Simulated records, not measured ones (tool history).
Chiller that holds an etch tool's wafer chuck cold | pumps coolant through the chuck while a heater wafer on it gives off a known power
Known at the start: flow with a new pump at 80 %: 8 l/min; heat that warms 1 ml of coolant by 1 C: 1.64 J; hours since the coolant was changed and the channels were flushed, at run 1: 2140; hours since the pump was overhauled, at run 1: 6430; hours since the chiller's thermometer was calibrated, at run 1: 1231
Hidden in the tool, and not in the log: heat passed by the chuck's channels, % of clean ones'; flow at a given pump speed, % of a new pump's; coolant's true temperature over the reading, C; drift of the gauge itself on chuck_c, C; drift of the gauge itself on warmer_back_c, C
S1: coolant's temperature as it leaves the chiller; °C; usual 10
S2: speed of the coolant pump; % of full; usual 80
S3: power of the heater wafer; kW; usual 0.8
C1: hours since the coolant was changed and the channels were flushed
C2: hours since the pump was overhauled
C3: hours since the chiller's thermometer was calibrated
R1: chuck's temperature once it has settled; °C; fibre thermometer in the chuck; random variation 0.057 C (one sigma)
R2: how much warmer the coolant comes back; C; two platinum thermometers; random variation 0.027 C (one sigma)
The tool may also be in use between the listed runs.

{"run": 1, "day": 0.0, "S1": 10, "S2": 80, "S3": 0.8, "C1": 2140, "C2": 6430, "C3": 1231, "R1": 17.37, "R2": 4.02}
{"run": 2, "day": 6.775, "S1": 5, "S2": 80, "S3": 0.8, "C1": 2302, "C2": 6592, "C3": 1394, "R1": 12.33, "R2": 4.04}
{"run": 3, "day": 11.429, "S1": 10, "S2": 80, "S3": 0.622, "C1": 2414, "C2": 6704, "C3": 1506, "R1": 15.8, "R2": 3.1}
{"run": 4, "day": 15.533, "S1": 10, "S2": 80, "S3": 0.622, "C1": 2512, "C2": 6802, "C3": 1604, "R1": 15.79, "R2": 3.14}
{"run": 5, "day": 21.75, "S1": 12, "S2": 80, "S3": 0.622, "C1": 2662, "C2": 6952, "C3": 1753, "R1": 17.77, "R2": 3.18}
{"run": 6, "day": 25.325, "S1": 10, "S2": 67, "S3": 0.8, "C1": 2747, "C2": 7037, "C3": 1839, "R1": 18.54, "R2": 4.93}
{"run": 7, "day": 29.471, "S1": 10, "S2": 80, "S3": 0.8, "C1": 2847, "C2": 7137, "C3": 1939, "R1": 17.54, "R2": 4.05}
{"run": 8, "day": 33.804, "S1": 18, "S2": 80, "S3": 0.8, "C1": 2951, "C2": 7241, "C3": 2043, "R1": 25.48, "R2": 4.05}
{"run": 9, "day": 37.383, "S1": 11, "S2": 94, "S3": 0.473, "C1": 3037, "C2": 7327, "C3": 2129, "R1": 15.02, "R2": 2.03}
{"run": 10, "day": 42.833, "S1": 11, "S2": 94, "S3": 0.473, "C1": 3168, "C2": 7458, "C3": 2259, "R1": 15, "R2": 2}
{"run": 11, "day": 49.662, "S1": 5, "S2": 80, "S3": 0.712, "C1": 3332, "C2": 7622, "C3": 2423, "R1": 11.82, "R2": 3.66}
{"run": 12, "day": 52.658, "S1": 4, "S2": 80, "S3": 0.688, "C1": 3403, "C2": 7693, "C3": 2495, "R1": 10.52, "R2": 3.52}
{"run": 13, "day": 56.112, "S1": 4, "S2": 80, "S3": 0.688, "C1": 3486, "C2": 7776, "C3": 2578, "R1": 10.58, "R2": 3.51}

4 ways to go on from here, each from the tool as it stands after run 13. What would each give?
{"run": "A", "day": 61.562, "S1": 9, "S2": 97, "S3": 0.677, "C1": 3617, "C2": 7907, "C3": 2709, "R1": "?", "R2": "?"}
{"run": "B", "day": 61.562, "S1": 4, "S2": 80, "S3": 0.81, "C1": 3617, "C2": 7907, "C3": 2709, "R1": "?", "R2": "?"}
{"run": "C", "day": 61.562, "S1": 10, "S2": 68, "S3": 0.688, "C1": 3617, "C2": 7907, "C3": 2709, "R1": "?", "R2": "?"}
{"run": "D", "day": 61.562, "S1": 4, "S2": 77, "S3": 0.688, "C1": 3617, "C2": 7907, "C3": 2709, "R1": "?", "R2": "?"}

run=A R1=14.59 R2=2.79
run=B R1=11.71 R2=4.15
run=C R1=17.51 R2=4.2
run=D R1=10.92 R2=3.69
Without the tool's hidden state the same runs would have given:
run=A R1=13.86 R2=2.49
run=B R1=10.74 R2=3.72
run=C R1=16.57 R2=3.76
run=D R1=10.06 R2=3.31
